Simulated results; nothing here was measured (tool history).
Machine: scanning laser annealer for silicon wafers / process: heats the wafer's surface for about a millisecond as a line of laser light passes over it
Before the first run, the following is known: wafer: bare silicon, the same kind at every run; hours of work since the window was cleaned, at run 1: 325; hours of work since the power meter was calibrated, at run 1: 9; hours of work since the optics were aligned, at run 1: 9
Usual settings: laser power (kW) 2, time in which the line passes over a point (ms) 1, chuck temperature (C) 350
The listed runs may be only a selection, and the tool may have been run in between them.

run   hour  laser power (kW)  time in which the line passes over a point (ms)  chuck temperature (C)  hours of work since the window was cleaned  hours of work since the power meter was calibrated  hours of work since the optics were aligned  highest temperature of the surface (C)
  1      0                 2                                                1                    350                                         325                                                   9                                            9                                    1117
  2   20.8                 2                                                1                    350                                         337                                                  21                                           21                                    1118
  3   42.5             2.006                                                1                    350                                         350                                                  34                                           34                                    1119
  4   63.1             2.006                                                1                    350                                         362                                                  46                                           46                                    1116
  5   80.8             2.006                                                1                    350                                         372                                                  56                                           56                                    1119
  6   92.2             2.006                                             0.92                    350                                         379                                                  63                                           63                                    1081
  7  102.6             1.996                                             1.08                    321                                         385                                                  69                                           69                                    1114
     109.2  -- optics aligned, line set to its width
  8  124.9             2.097                                             1.21                    385                                         395                                                  79                                            9                                    1282
  9  138.6             2.097                                             0.94                    385                                         403                                                  87                                           17                                    1163
 10  152.3                 2                                             1.03                    366                                         411                                                  95                                           25                                    1138

Consider 5 possible next runs. They are alternatives, not a sequence: every one starts from the tool as it was left by run 10. What does each give?
  A  164.5             2.078                                             0.81                    378                                         418                                                 102                                           32                                       ?
  B  164.5             1.988                                             1.03                    366                                         418                                                 102                                           32                                       ?
  C  164.5             2.179                                             0.99                    369                                         418                                                 102                                           32                                       ?
  D  164.5             1.998                                                1                    359                                         418                                                 102                                           32                                       ?
  E  164.5                 2                                                1                    320                                         418                                                 102                                           32                                       ?

run  highest temperature of the surface (C)
  A                                    1084
  B                                    1131
  C                                    1209
  D                                    1119
  E                                    1076
With the hidden condition removed and each run's random variation left untouched, the same runs would have given:
run  highest temperature of the surface (C)
  A                                    1115
  B                                    1164
  C                                    1245
  D                                    1151
  E                                    1109
